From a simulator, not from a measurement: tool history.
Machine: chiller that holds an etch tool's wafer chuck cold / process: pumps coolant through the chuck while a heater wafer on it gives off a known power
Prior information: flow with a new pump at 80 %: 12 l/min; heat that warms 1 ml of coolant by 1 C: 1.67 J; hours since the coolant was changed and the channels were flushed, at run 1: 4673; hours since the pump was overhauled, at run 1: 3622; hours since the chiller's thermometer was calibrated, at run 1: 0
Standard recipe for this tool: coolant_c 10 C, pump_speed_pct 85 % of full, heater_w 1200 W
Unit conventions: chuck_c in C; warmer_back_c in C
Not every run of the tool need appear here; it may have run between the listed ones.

run	hour	coolant_c	pump_speed_pct	heater_w	hours since the coolant was changed and the channels were flushed	hours since the pump was overhauled	hours since the chiller's thermometer was calibrated	chuck_c	warmer_back_c
1	0	10	85	1200	4673	3622	0	18.23	3.46
2	38.6	10	85	1200	4712	3661	39	18.34	3.47
3	130.4	10	85	1200	4803	3752	130	18.35	3.46
4	189.9	10	85	1200	4863	3812	190	18.45	3.5
5	262.4	10	85	1200	4935	3884	262	18.28	3.49
6	357	10	85	1200	5030	3979	357	18.44	3.48
7	429.2	10	85	1200	5102	4051	429	18.56	3.49
8	507.1	3	85	1200	5180	4129	507	11.46	3.45
9	571.6	14	85	1200	5245	4194	572	22.52	3.5
10	653.3	14	85	1200	5326	4275	653	22.51	3.52
11	708.6	14	85	1200	5382	4331	709	22.69	3.5
12	798.8	10	85	1200	5472	4421	799	18.63	3.51
# hour 804.6: chiller's thermometer calibrated
13	872.6	10	85	1200	5545	4494	68	18.55	3.5
14	941.2	10	85	1200	5613	4562	137	18.64	3.51
# hour 963.2: coolant changed, channels flushed
15	1032.4	10	85	1200	69	4647	222	18.06	3.46
16	1077.8	10	85	1200	115	4693	267	18.1	3.53
17	1149.5	3	83	1765	186	4765	339	15.1	5.23
18	1219.3	9	98	1684	256	4834	409	19.42	4.28
19	1262.2	9	98	1684	299	4877	452	19.5	4.24
20	1324.3	9	98	1684	361	4939	514	19.46	4.26
# hour 1338.3: chiller's thermometer calibrated, once more
21	1402.8	9	98	1684	439	5017	65	19.25	4.25
22	1493.5	9	98	1684	529	5108	155	19.44	4.27
23	1540.7	1	85	666	577	5155	202	5.55	1.94
24	1605.1	1	85	666	641	5219	267	5.54	1.96
25	1650.8	1	85	666	687	5265	312	5.61	1.98
26	1704.3	1	68	1089	740	5318	366	9.66	4
27	1771.4	10	85	1379	807	5385	433	19.42	4.04
28	1863.9	10	85	1379	900	5478	526	19.4	4.07
29	1915	12	86	1200	951	5529	577	20.1	3.49
30	1955.9	10	78	1200	992	5570	618	18.67	3.86
31	2038.1	20	61	1200	1074	5652	700	30.44	4.93

4 options for the next run, each taken on its own from the tool as it stands now. Forecast them:
A	2084.1	7	61	1200	1120	5698	746	?	?
B	2084.1	20	70	1200	1120	5698	746	?	?
C	2084.1	1	82	601	1120	5698	746	?	?
D	2084.1	20	61	1052	1120	5698	746	?	?

run	chuck_c	warmer_back_c
A	17.56	4.94
B	29.37	4.24
C	5.18	1.85
D	29.19	4.31
With no hidden state in the tool, these same runs would have given:
run	chuck_c	warmer_back_c
A	17.1	4.74
B	28.94	4.07
C	4.97	1.78
D	28.77	4.14

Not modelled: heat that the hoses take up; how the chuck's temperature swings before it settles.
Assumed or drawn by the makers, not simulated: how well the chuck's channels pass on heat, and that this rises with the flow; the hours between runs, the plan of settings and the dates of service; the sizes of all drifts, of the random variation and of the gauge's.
